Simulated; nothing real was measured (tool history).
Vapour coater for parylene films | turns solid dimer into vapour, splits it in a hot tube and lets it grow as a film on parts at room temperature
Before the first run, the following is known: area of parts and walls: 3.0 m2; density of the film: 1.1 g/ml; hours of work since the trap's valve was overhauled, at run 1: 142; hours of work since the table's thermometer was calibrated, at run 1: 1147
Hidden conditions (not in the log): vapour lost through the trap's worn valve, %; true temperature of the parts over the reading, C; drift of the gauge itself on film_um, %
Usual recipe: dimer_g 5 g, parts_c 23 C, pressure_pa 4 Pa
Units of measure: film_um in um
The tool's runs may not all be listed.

run	hour	dimer_g	parts_c	pressure_pa	hours of work since the trap's valve was overhauled	hours of work since the table's thermometer was calibrated	film_um
1	0	5	23	4	142	1147	1.115
2	39.6	5	23	4	172	1177	1.104
3	83	5	23	3.67	205	1209	1.136
4	127.6	5	23	3.67	238	1243	1.143
5	151.8	5	23	4	257	1262	1.122
6	180.7	5	23	4	279	1284	1.111
# hour 185.4: table's thermometer calibrated
7	206.7	5	23	4	298	16	1.107
8	251.3	5	23	4	332	50	1.109
9	277.1	5	23	7.2	351	70	0.989
10	321.8	5	23	2.15	385	104	1.239
11	356.4	5	23	2.15	411	130	1.255
# hour 392.7: trap's valve overhauled
12	403.3	5	23	4.18	8	162	1.104
13	438.8	5	23	4	35	189	1.11
14	465.3	5	23	4	55	209	1.112
15	501.2	5	20	4	82	237	1.218
16	521.8	5	23	4	98	252	1.108
17	541.7	9	23	4	113	267	2
18	575.2	5	23	4.26	139	293	1.083
19	619.6	5	23	6.21	172	327	1.041
20	650.3	5	23	6.21	196	350	1.036
21	684.3	5	23	6.21	221	376	1.018

Estimate the outcome of run 22 from the log above:
22	713.2	5	23	6.21	243	398	?

film_um: 1.036 um
With no hidden state in the tool, this same run would have given film_um 1.037 um.
